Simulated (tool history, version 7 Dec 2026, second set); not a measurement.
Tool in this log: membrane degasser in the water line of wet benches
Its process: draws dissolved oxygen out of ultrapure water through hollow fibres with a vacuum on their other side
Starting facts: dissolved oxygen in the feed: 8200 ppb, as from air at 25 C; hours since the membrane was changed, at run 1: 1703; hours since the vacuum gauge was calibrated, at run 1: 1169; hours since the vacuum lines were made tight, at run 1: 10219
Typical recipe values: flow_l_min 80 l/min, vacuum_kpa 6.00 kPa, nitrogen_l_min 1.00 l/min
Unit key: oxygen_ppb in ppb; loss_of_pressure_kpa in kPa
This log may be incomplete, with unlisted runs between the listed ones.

run	day	flow_l_min	vacuum_kpa	nitrogen_l_min	hours since the membrane was changed	hours since the vacuum gauge was calibrated	hours since the vacuum lines were made tight	oxygen_ppb	loss_of_pressure_kpa
1	0.000	80	6.00	1.00	1703	1169	10219	375.0	54.57
2	2.112	80	6.00	1.00	1753	1220	10270	374.3	54.67
3	3.896	124	6.00	1.00	1796	1263	10313	517.2	84.95
4	6.383	124	6.00	1.00	1856	1323	10373	517.0	84.96
5	7.712	124	6.00	1.00	1888	1354	10404	513.9	84.63
6	10.725	85	6.00	1.00	1960	1427	10477	390.8	58.30
7	13.262	85	6.00	1.00	2021	1488	10538	392.4	58.06
8	14.621	85	6.00	1.00	2054	1520	10570	386.6	57.81
9	16.721	85	6.00	1.00	2104	1571	10621	393.5	58.26
10	19.833	80	11.02	1.00	2179	1645	10695	972.1	54.30
11	22.500	80	6.00	1.00	2243	1709	10759	372.8	54.64
12	24.988	80	6.22	1.00	2302	1769	10819	399.5	54.87
13	27.679	80	6.22	1.00	2367	1834	10884	403.0	54.56
14	30.500	80	10.93	1.00	2435	1901	10951	959.8	54.89
15	32.862	80	6.00	1.00	2491	1958	11008	372.6	54.88

Run 16, settings as shown, results not yet in. Your forecast:
16	34.175	80	10.40	2.46	2523	1990	11040	?	?

{"run 16": {"oxygen_ppb": 475.2, "loss_of_pressure_kpa": 54.69}}
Take away the tool's hidden state, keep the run-to-run variation as it was, and the same run would have given oxygen_ppb 475.2 ppb, loss_of_pressure_kpa 54.69 kPa.
